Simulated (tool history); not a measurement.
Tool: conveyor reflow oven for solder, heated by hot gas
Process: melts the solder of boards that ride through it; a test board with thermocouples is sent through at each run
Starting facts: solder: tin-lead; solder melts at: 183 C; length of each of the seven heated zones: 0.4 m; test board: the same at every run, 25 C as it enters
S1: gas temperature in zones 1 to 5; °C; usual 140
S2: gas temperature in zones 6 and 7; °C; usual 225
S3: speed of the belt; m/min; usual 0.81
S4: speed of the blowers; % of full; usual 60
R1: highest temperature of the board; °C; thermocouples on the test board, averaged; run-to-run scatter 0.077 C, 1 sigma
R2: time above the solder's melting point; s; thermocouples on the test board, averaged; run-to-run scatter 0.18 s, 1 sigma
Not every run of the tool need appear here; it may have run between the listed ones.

run	day	S1	S2	S3	S4	R1	R2
1	0	140	225	0.81	60	207.45	37.6
2	2.146	140	225	0.81	60	207.45	37.6
3	4.079	140	225	0.81	60	207.22	37.5
4	5.033	140	225	0.81	60	207.19	37.3
5	5.958	140	225	0.81	60	207.22	37.5
6	7.704	140	225	0.81	60	207.24	37.5
7	9.638	140	225	0.81	60	207.23	37.3
8	10.729	140	225	0.81	60	207.03	37.6
9	12.542	140	225	0.81	60	206.96	37.5
10	13.562	140	225	0.81	60	207.11	37.3
# day 14.462: flux residue cleaned out of gas plates and filters
11	14.996	140	225	0.81	60	208.27	38.7
12	15.95	140	225	0.81	60	208.39	38.5
13	18.146	140	225	0.81	60	208.24	38.6
14	20.292	140	225	0.81	60	207.99	38.8
15	22.279	127	225	0.81	60	205.36	32.6
# day 22.529: thermocouples of zones 6 and 7 changed
16	23.712	140	225	0.81	60	206.47	37.2
17	24.775	140	225	0.81	60	206.56	37.6
18	26.046	140	236	0.771	60	217.19	47.6
19	28.246	133	217	0.923	72	197.08	22.6
20	29.408	140	225	0.81	63	207.16	37.9
21	31.258	140	225	0.675	70	213.88	53.9
22	32.496	150	225	0.781	70	211.77	47.7
23	34.583	133	235	0.747	55	214.3	45.1
24	36.383	135	238	0.823	51	211.82	39.3
25	38.417	126	238	0.913	51	204.63	26.7
26	39.433	152	225	0.96	60	203.34	31.2
# day 40.896: flux residue cleaned out of gas plates and filters
27	41.312	132	228	0.81	60	208.33	37.1
28	42.529	137	225	0.81	60	206.78	36.8
29	43.617	137	225	0.81	60	206.69	36.6
30	45.188	137	225	0.81	60	206.76	36.9
31	46.967	137	225	0.81	60	206.47	37
32	48.133	140	225	0.81	90	213.44	44.9

What if the next run were any one of these 3? Each begins from the tool's condition after run 32:
A	50.208	140	225	0.885	60	?	?
B	50.208	140	225	0.81	80	?	?
C	50.208	140	225	0.81	56	?	?

run	R1	R2
A	204.32	31.7
B	211.67	43.3
C	206.06	37
Take away the tool's hidden state, keep each run's random variation, and the runs would have read:
run	R1	R2
A	203.71	30.2
B	211.26	41.8
C	205.42	35.3
